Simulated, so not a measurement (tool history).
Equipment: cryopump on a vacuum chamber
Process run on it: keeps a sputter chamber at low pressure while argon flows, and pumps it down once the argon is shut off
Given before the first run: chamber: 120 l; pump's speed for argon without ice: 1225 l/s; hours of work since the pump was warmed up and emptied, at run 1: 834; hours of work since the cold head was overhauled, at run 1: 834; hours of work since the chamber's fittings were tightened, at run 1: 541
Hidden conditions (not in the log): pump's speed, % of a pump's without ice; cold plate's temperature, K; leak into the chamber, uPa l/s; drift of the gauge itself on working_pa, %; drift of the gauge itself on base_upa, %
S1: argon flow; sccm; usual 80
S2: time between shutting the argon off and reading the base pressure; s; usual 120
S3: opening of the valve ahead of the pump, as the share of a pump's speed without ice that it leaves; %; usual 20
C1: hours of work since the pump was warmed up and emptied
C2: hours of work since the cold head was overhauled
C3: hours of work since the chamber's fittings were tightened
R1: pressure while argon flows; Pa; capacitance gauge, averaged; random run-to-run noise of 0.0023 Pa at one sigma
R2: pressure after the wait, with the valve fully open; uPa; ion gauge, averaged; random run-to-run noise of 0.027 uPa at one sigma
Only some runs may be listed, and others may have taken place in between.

{"run": 1, "hour": 0.0, "S1": 80, "S2": 120, "S3": 20, "C1": 834, "C2": 834, "C3": 541, "R1": 0.5774, "R2": 1.6}
{"hour": 90.7, "done": "pump warmed up, emptied and cooled again"}
{"run": 2, "hour": 102.4, "S1": 80, "S2": 120, "S3": 31, "C1": 10, "C2": 917, "C3": 624, "R1": 0.3595, "R2": 1.56}
{"run": 3, "hour": 220.2, "S1": 80, "S2": 120, "S3": 37, "C1": 111, "C2": 1018, "C3": 725, "R1": 0.3041, "R2": 1.57}
{"run": 4, "hour": 279.1, "S1": 80, "S2": 120, "S3": 37, "C1": 161, "C2": 1068, "C3": 775, "R1": 0.3028, "R2": 1.59}
{"run": 5, "hour": 369.4, "S1": 80, "S2": 120, "S3": 37, "C1": 238, "C2": 1146, "C3": 852, "R1": 0.309, "R2": 1.76}
{"run": 6, "hour": 439.0, "S1": 80, "S2": 120, "S3": 20, "C1": 298, "C2": 1205, "C3": 912, "R1": 0.5619, "R2": 1.74}
{"run": 7, "hour": 490.9, "S1": 80, "S2": 120, "S3": 20, "C1": 342, "C2": 1249, "C3": 956, "R1": 0.566, "R2": 1.76}
{"run": 8, "hour": 578.6, "S1": 80, "S2": 120, "S3": 20, "C1": 417, "C2": 1324, "C3": 1031, "R1": 0.5678, "R2": 1.9}
{"run": 9, "hour": 694.5, "S1": 80, "S2": 120, "S3": 20, "C1": 516, "C2": 1423, "C3": 1130, "R1": 0.5679, "R2": 1.92}
{"run": 10, "hour": 805.4, "S1": 80, "S2": 22, "S3": 20, "C1": 611, "C2": 1518, "C3": 1225, "R1": 0.5776, "R2": 6.21}
{"run": 11, "hour": 910.8, "S1": 135, "S2": 22, "S3": 20, "C1": 701, "C2": 1608, "C3": 1315, "R1": 0.9797, "R2": 6.4}
{"run": 12, "hour": 982.3, "S1": 80, "S2": 120, "S3": 20, "C1": 762, "C2": 1669, "C3": 1376, "R1": 0.5819, "R2": 2.17}
{"run": 13, "hour": 1097.6, "S1": 80, "S2": 120, "S3": 20, "C1": 860, "C2": 1768, "C3": 1475, "R1": 0.5854, "R2": 2.28}
{"hour": 1156.5, "done": "pump warmed up, emptied and cooled again"}
{"run": 14, "hour": 1182.0, "S1": 99, "S2": 120, "S3": 20, "C1": 22, "C2": 1836, "C3": 1542, "R1": 0.6853, "R2": 2.02}
{"run": 15, "hour": 1254.2, "S1": 99, "S2": 120, "S3": 20, "C1": 84, "C2": 1897, "C3": 1604, "R1": 0.6914, "R2": 2.07}
{"run": 16, "hour": 1315.5, "S1": 80, "S2": 120, "S3": 20, "C1": 136, "C2": 1950, "C3": 1657, "R1": 0.5591, "R2": 2.12}
{"run": 17, "hour": 1417.2, "S1": 80, "S2": 120, "S3": 20, "C1": 223, "C2": 2037, "C3": 1743, "R1": 0.5621, "R2": 2.2}
{"run": 18, "hour": 1487.5, "S1": 80, "S2": 120, "S3": 20, "C1": 283, "C2": 2097, "C3": 1804, "R1": 0.5669, "R2": 2.32}
{"run": 19, "hour": 1611.5, "S1": 43, "S2": 208, "S3": 53, "C1": 389, "C2": 2203, "C3": 1910, "R1": 0.1199, "R2": 2.01}
{"run": 20, "hour": 1677.7, "S1": 43, "S2": 208, "S3": 53, "C1": 445, "C2": 2259, "C3": 1966, "R1": 0.1223, "R2": 1.99}
{"run": 21, "hour": 1747.1, "S1": 130, "S2": 23, "S3": 31, "C1": 505, "C2": 2319, "C3": 2025, "R1": 0.6146, "R2": 6.6}
{"run": 22, "hour": 1819.4, "S1": 73, "S2": 66, "S3": 29, "C1": 566, "C2": 2380, "C3": 2087, "R1": 0.3681, "R2": 3.44}
{"run": 23, "hour": 1906.6, "S1": 56, "S2": 47, "S3": 40, "C1": 641, "C2": 2455, "C3": 2162, "R1": 0.2101, "R2": 4.23}
{"run": 24, "hour": 1960.1, "S1": 56, "S2": 47, "S3": 40, "C1": 687, "C2": 2501, "C3": 2207, "R1": 0.2135, "R2": 4.29}
{"run": 25, "hour": 2085.5, "S1": 56, "S2": 47, "S3": 40, "C1": 794, "C2": 2608, "C3": 2315, "R1": 0.2169, "R2": 4.39}
{"run": 26, "hour": 2182.5, "S1": 56, "S2": 114, "S3": 20, "C1": 877, "C2": 2691, "C3": 2397, "R1": 0.4099, "R2": 3.01}
{"hour": 2222.6, "done": "pump warmed up, emptied and cooled again"}
{"run": 27, "hour": 2240.5, "S1": 56, "S2": 114, "S3": 20, "C1": 15, "C2": 2736, "C3": 2443, "R1": 0.3877, "R2": 2.65}
{"run": 28, "hour": 2301.9, "S1": 74, "S2": 38, "S3": 21, "C1": 68, "C2": 2788, "C3": 2495, "R1": 0.4915, "R2": 4.67}
{"run": 29, "hour": 2422.1, "S1": 74, "S2": 38, "S3": 21, "C1": 170, "C2": 2891, "C3": 2598, "R1": 0.4945, "R2": 4.88}
{"run": 30, "hour": 2495.0, "S1": 74, "S2": 38, "S3": 21, "C1": 233, "C2": 2953, "C3": 2660, "R1": 0.4958, "R2": 4.74}
{"run": 31, "hour": 2595.6, "S1": 142, "S2": 38, "S3": 21, "C1": 319, "C2": 3039, "C3": 2746, "R1": 0.9563, "R2": 4.93}
{"run": 32, "hour": 2682.6, "S1": 142, "S2": 33, "S3": 60, "C1": 393, "C2": 3114, "C3": 2821, "R1": 0.3571, "R2": 5.47}
{"run": 33, "hour": 2805.6, "S1": 115, "S2": 83, "S3": 44, "C1": 498, "C2": 3219, "C3": 2926, "R1": 0.388, "R2": 3.56}
{"run": 34, "hour": 2875.8, "S1": 80, "S2": 147, "S3": 47, "C1": 558, "C2": 3279, "C3": 2986, "R1": 0.2582, "R2": 3.07}
{"hour": 2957.2, "done": "leaking fittings of the chamber tightened, without venting"}
{"run": 35, "hour": 2997.9, "S1": 119, "S2": 225, "S3": 20, "C1": 661, "C2": 3381, "C3": 35, "R1": 0.8607, "R2": 0.87}

Below, some changes in R1 between adjacent runs. For each, the amount present without the hidden state too (settings, incoming material, random variation) and the amount remaining for the hidden state with gauge scatter not shared by both compared results:
Run 1 -> 2: S3 20 -> 31, pump warmed up, emptied and cooled again. R1 -0.2179 Pa: hidden state -0.0271, all else -0.1908.
Run 13 -> 14: S1 80 -> 99, pump warmed up, emptied and cooled again. R1 +0.0999 Pa: hidden state -0.0305, all else +0.1304.
Run 20 -> 21: S1 43 -> 130, S2 208 -> 23, S3 53 -> 31. R1 +0.4923 Pa: hidden state +0.0244, all else +0.4679.
Run 31 -> 32: S2 38 -> 33, S3 21 -> 60. R1 -0.5992 Pa: hidden state +0.0048, all else -0.6040.
Run 34 -> 35: S1 80 -> 119, S2 147 -> 225, S3 47 -> 20, leaking fittings of the chamber tightened, without venting. R1 +0.6025 Pa: hidden state +0.0180, all else +0.5845.

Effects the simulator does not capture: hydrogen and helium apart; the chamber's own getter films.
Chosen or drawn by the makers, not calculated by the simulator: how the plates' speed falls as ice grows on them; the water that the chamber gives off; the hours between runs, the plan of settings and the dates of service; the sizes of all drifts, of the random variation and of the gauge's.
